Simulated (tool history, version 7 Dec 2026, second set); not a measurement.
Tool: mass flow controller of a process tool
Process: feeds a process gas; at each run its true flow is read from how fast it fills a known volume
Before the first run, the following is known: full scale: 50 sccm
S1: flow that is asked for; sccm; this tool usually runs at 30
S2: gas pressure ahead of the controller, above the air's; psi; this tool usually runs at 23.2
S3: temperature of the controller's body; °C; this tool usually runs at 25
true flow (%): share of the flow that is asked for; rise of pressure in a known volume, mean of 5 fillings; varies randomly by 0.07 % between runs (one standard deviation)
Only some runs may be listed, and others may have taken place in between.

run 1 hour=0.0 | S1=30 S2=23.2 S3=25 | true_flow_(%)=99.27
run 2 hour=320.9 | S1=30 S2=23.2 S3=25 | true_flow_(%)=99.11
run 3 hour=647.3 | S1=30 S2=23.2 S3=25 | true_flow_(%)=99.15
run 4 hour=946.4 | S1=30 S2=23.2 S3=24 | true_flow_(%)=99.12
run 5 hour=1186.0 | S1=43 S2=23.2 S3=25 | true_flow_(%)=99.71
run 6 hour=1369.4 | S1=43 S2=23.2 S3=25 | true_flow_(%)=99.57
run 7 hour=1573.2 | S1=30 S2=23.2 S3=25 | true_flow_(%)=99.04
run 8 hour=1786.3 | S1=30 S2=38.6 S3=25 | true_flow_(%)=98.57
run 9 hour=2082.0 | S1=30 S2=23.2 S3=23 | true_flow_(%)=98.82
run 10 hour=2370.1 | S1=6 S2=23.2 S3=25 | true_flow_(%)=97.63
run 11 hour=2639.8 | S1=30 S2=23.2 S3=31 | true_flow_(%)=99.14
run 12 hour=2961.1 | S1=30 S2=23.2 S3=25 | true_flow_(%)=98.63
run 13 hour=3166.0 | S1=30 S2=23.2 S3=32 | true_flow_(%)=98.95
run 14 hour=3374.0 | S1=30 S2=23.2 S3=32 | true_flow_(%)=98.98
run 15 hour=3654.5 | S1=30 S2=32.8 S3=25 | true_flow_(%)=98.35
run 16 hour=3897.7 | S1=30 S2=32.8 S3=25 | true_flow_(%)=98.22
run 17 hour=4214.3 | S1=30 S2=32.8 S3=25 | true_flow_(%)=98.31
-- hour=4378.8 controller's zero set anew
run 18 hour=4433.2 | S1=30 S2=23.2 S3=25 | true_flow_(%)=98.42
run 19 hour=4699.3 | S1=30 S2=23.2 S3=25 | true_flow_(%)=98.58
run 20 hour=4970.2 | S1=30 S2=23.2 S3=25 | true_flow_(%)=98.45
run 21 hour=5232.2 | S1=30 S2=23.2 S3=25 | true_flow_(%)=98.35
run 22 hour=5543.8 | S1=30 S2=23.2 S3=25 | true_flow_(%)=98.37
run 23 hour=5790.9 | S1=30 S2=23.2 S3=25 | true_flow_(%)=98.32
run 24 hour=6093.6 | S1=30 S2=23.2 S3=25 | true_flow_(%)=98.24
run 25 hour=6431.5 | S1=30 S2=23.2 S3=25 | true_flow_(%)=98.14
run 26 hour=6699.0 | S1=30 S2=23.2 S3=25 | true_flow_(%)=98.15
run 27 hour=6926.5 | S1=30 S2=21.9 S3=36 | true_flow_(%)=98.66
run 28 hour=7219.5 | S1=30 S2=21.9 S3=36 | true_flow_(%)=98.78
run 29 hour=7492.7 | S1=16 S2=29.3 S3=21 | true_flow_(%)=97.06
run 30 hour=7707.1 | S1=30 S2=35.8 S3=22 | true_flow_(%)=97.54
run 31 hour=7889.2 | S1=30 S2=29.2 S3=24 | true_flow_(%)=97.73
-- hour=7908.6 gauge calibrated
run 32 hour=8175.6 | S1=30 S2=25.8 S3=24 | true_flow_(%)=98.98
run 33 hour=8437.4 | S1=30 S2=21.3 S3=32 | true_flow_(%)=99.45
run 34 hour=8750.3 | S1=30 S2=21.3 S3=32 | true_flow_(%)=99.43
run 35 hour=8944.0 | S1=30 S2=21.3 S3=32 | true_flow_(%)=99.56
run 36 hour=9261.1 | S1=17 S2=23.2 S3=25 | true_flow_(%)=98.45

What will run 37 give?
run 37 hour=9478.4 | S1=17 S2=20.5 S3=26 | true_flow_(%)=?

true flow (%): 98.42
Take away the tool's hidden state, keep the run-to-run variation as it was, and the same run would have given true flow (%) 98.70.

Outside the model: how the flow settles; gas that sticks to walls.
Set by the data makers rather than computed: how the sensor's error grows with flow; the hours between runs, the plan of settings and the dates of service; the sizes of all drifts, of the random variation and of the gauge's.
